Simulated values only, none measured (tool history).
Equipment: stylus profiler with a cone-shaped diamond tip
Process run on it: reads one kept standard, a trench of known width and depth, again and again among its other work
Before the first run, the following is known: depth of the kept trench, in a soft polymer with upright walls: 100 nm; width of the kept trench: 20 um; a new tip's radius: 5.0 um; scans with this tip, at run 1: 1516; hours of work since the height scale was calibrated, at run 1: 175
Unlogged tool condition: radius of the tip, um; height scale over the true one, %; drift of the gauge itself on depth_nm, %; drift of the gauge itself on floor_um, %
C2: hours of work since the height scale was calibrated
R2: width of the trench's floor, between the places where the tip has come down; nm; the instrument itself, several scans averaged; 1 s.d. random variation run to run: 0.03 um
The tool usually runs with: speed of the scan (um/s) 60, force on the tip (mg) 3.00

{"run": 1, "hour": 0.0, "speed of the scan (um/s)": 60, "force on the tip (mg)": 3.0, "scans with this tip": 1516, "C2": 175, "depth of the trench (Å)": 1007.9, "R2": 17570}
{"run": 2, "hour": 9.9, "speed of the scan (um/s)": 60, "force on the tip (mg)": 3.2, "scans with this tip": 1565, "C2": 180, "depth of the trench (Å)": 1008.3, "R2": 17630}
{"run": 3, "hour": 25.6, "speed of the scan (um/s)": 60, "force on the tip (mg)": 3.0, "scans with this tip": 1643, "C2": 189, "depth of the trench (Å)": 1007.9, "R2": 17560}
{"run": 4, "hour": 36.7, "speed of the scan (um/s)": 60, "force on the tip (mg)": 3.0, "scans with this tip": 1697, "C2": 195, "depth of the trench (Å)": 1008.0, "R2": 17560}
{"hour": 38.9, "done": "height scale calibrated on a step standard"}
{"run": 5, "hour": 56.5, "speed of the scan (um/s)": 60, "force on the tip (mg)": 3.0, "scans with this tip": 1792, "C2": 10, "depth of the trench (Å)": 1007.9, "R2": 17610}
{"run": 6, "hour": 67.6, "speed of the scan (um/s)": 54, "force on the tip (mg)": 3.73, "scans with this tip": 1847, "C2": 16, "depth of the trench (Å)": 1009.2, "R2": 17690}
{"run": 7, "hour": 87.3, "speed of the scan (um/s)": 54, "force on the tip (mg)": 3.73, "scans with this tip": 1944, "C2": 27, "depth of the trench (Å)": 1009.1, "R2": 17620}
{"run": 8, "hour": 105.4, "speed of the scan (um/s)": 60, "force on the tip (mg)": 6.32, "scans with this tip": 2033, "C2": 38, "depth of the trench (Å)": 1013.2, "R2": 17660}
{"run": 9, "hour": 118.3, "speed of the scan (um/s)": 60, "force on the tip (mg)": 6.32, "scans with this tip": 2096, "C2": 45, "depth of the trench (Å)": 1012.9, "R2": 17720}

Expected results for the next run?
{"run": 10, "hour": 131.0, "speed of the scan (um/s)": 24, "force on the tip (mg)": 2.56, "scans with this tip": 2159, "C2": 52, "depth of the trench (Å)": "?", "R2": "?"}

depth of the trench (Å): 1007.1
R2: 17710 nm
Had the tool carried no hidden state, the very same run would have given depth of the trench (Å) 1007.2, R2 17820 nm.
